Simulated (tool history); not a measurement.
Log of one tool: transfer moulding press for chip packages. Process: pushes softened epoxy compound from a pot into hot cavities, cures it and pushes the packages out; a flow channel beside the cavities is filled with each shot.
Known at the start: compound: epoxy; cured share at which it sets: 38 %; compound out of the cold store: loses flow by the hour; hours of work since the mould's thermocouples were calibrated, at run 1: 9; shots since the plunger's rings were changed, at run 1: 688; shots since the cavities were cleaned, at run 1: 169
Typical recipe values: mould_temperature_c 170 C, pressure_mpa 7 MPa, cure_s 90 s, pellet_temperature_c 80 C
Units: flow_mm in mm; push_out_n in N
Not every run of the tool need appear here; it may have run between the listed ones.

| run | hour | mould_temperature_c | pressure_mpa | cure_s | pellet_temperature_c | hours of work since the mould's thermocouples were calibrated | shots since the plunger's rings were changed | shots since the cavities were cleaned | incoming compound's hours out of the cold store | flow_mm | push_out_n |
|---|---|---|---|---|---|---|---|---|---|---|---|
| 1 | 0 | 170 | 7 | 90 | 80 | 9 | 688 | 169 | 12.5 | 866 | 304 |
|  | 58.2 | cavities cleaned with cleaning compound and waxed |
| 2 | 72.8 | 170 | 6.85 | 90 | 80 | 44 | 1363 | 139 | 26.5 | 818 | 420 |
|  | 135.8 | cavities cleaned with cleaning compound and waxed |
| 3 | 146.9 | 170 | 6.85 | 90 | 80 | 80 | 2049 | 105 | 36.4 | 789 | 290 |
|  | 213.1 | cavities cleaned with cleaning compound and waxed |
| 4 | 214.2 | 170 | 6.85 | 90 | 80 | 113 | 2672 | 11 | 16.6 | 831 | 285 |
|  | 222.6 | plunger's sealing rings changed |
| 5 | 266.3 | 170 | 6.28 | 90 | 80 | 138 | 413 | 480 | 29 | 785 | 338 |
|  | 293.9 | cavities cleaned with cleaning compound and waxed |
| 6 | 320.8 | 170 | 7 | 90 | 80 | 164 | 915 | 254 | 9.4 | 873 | 332 |
|  | 370.1 | cavities cleaned with cleaning compound and waxed |
| 7 | 380.1 | 170 | 7 | 90 | 80 | 193 | 1462 | 94 | 24.5 | 831 | 284 |
|  | 447.5 | cavities cleaned with cleaning compound and waxed |
| 8 | 453.2 | 170 | 7 | 90 | 80 | 229 | 2139 | 54 | 23.4 | 826 | 284 |
|  | 473.7 | cavities cleaned with cleaning compound and waxed, once more |
|  | 521 | plunger's sealing rings changed |
| 9 | 522.1 | 170 | 7 | 90 | 80 | 261 | 10 | 433 | 25.3 | 841 | 349 |
|  | 550.9 | cavities cleaned with cleaning compound and waxed |
| 10 | 573.1 | 170 | 7 | 90 | 80 | 286 | 479 | 210 | 33.2 | 819 | 312 |
|  | 625.9 | cavities cleaned with cleaning compound and waxed |
| 11 | 632.9 | 170 | 7 | 90 | 80 | 315 | 1031 | 67 | 43.5 | 791 | 275 |
| 12 | 674.1 | 173 | 7 | 90 | 80 | 335 | 1420 | 456 | 27.7 | 808 | 300 |
|  | 705.2 | cavities cleaned with cleaning compound and waxed |
| 13 | 722.1 | 173 | 7 | 90 | 80 | 358 | 1861 | 161 | 16.9 | 830 | 268 |
| 14 | 777.6 | 170 | 7 | 72 | 80 | 386 | 2386 | 686 | 36.6 | 795 | 547 |
|  | 783.1 | cavities cleaned with cleaning compound and waxed |
|  | 816.3 | plunger's sealing rings changed |
| 15 | 825.5 | 172 | 7 | 127 | 80 | 408 | 87 | 378 | 34.8 | 806 | 257 |
|  | 867.7 | cavities cleaned with cleaning compound and waxed |
| 16 | 913.4 | 170 | 5.57 | 91 | 88 | 451 | 905 | 433 | 36.8 | 718 | 336 |
|  | 946.7 | cavities cleaned with cleaning compound and waxed |
| 17 | 975.3 | 162 | 6.71 | 87 | 80 | 481 | 1476 | 271 | 47.5 | 807 | 604 |
|  | 1024 | cavities cleaned with cleaning compound and waxed |
| 18 | 1024 | 162 | 6.71 | 87 | 80 | 504 | 1923 | 0 | 34.9 | 830 | 504 |
|  | 1099.9 | cavities cleaned with cleaning compound and waxed |
|  | 1111 | plunger's sealing rings changed |
| 19 | 1117.3 | 170 | 5.84 | 103 | 84 | 549 | 59 | 140 | 33.1 | 751 | 246 |
| 20 | 1174.2 | 173 | 7.54 | 75 | 84 | 577 | 598 | 679 | 29.2 | 840 | 397 |
|  | 1184.7 | cavities cleaned with cleaning compound and waxed |
| 21 | 1246.2 | 169 | 7.54 | 120 | 84 | 612 | 1266 | 583 | 37.2 | 839 | 282 |
|  | 1266.4 | cavities cleaned with cleaning compound and waxed |
|  | 1275.5 | mould's thermocouples calibrated |
| 22 | 1297 | 170 | 8.09 | 124 | 80 | 11 | 1713 | 271 | 15.5 | 921 | 249 |
|  | 1347.5 | cavities cleaned with cleaning compound and waxed |
| 23 | 1387.3 | 170 | 6.36 | 99 | 83 | 55 | 2553 | 377 | 30.6 | 773 | 310 |
|  | 1405.4 | plunger's sealing rings changed |
|  | 1429.4 | cavities cleaned with cleaning compound and waxed |
| 24 | 1469.6 | 171 | 5.51 | 75 | 80 | 94 | 593 | 381 | 36.9 | 718 | 434 |
|  | 1505.2 | cavities cleaned with cleaning compound and waxed |
| 25 | 1514.4 | 170 | 5.31 | 96 | 72 | 115 | 1003 | 87 | 33.9 | 712 | 264 |
| 26 | 1553.6 | 170 | 5.31 | 96 | 72 | 135 | 1373 | 457 | 18.5 | 742 | 331 |
|  | 1586.6 | cavities cleaned with cleaning compound and waxed |
| 27 | 1602.8 | 171 | 8.34 | 125 | 80 | 159 | 1825 | 153 | 46.1 | 849 | 222 |

Branching from run 27: 3 alternative next runs. What would each branch give?
|  | 1666.8 | cavities cleaned with cleaning compound and waxed |
| A | 1686.2 | 171 | 6.84 | 125 | 80 | 199 | 2600 | 183 | 24.7 | ? | ? |
|  | 1666.8 | cavities cleaned with cleaning compound and waxed |
| B | 1686.2 | 171 | 6.25 | 123 | 74 | 199 | 2600 | 183 | 18.9 | ? | ? |
|  | 1666.8 | cavities cleaned with cleaning compound and waxed |
| C | 1686.2 | 167 | 7.65 | 90 | 80 | 199 | 2600 | 183 | 36.2 | ? | ? |

| run | flow_mm | push_out_n |
|---|---|---|
| A | 810 | 232 |
| B | 788 | 238 |
| C | 853 | 378 |
Had the tool no hidden state, the same runs would have come out as:
| run | flow_mm | push_out_n |
|---|---|---|
| A | 828 | 198 |
| B | 806 | 203 |
| C | 872 | 321 |
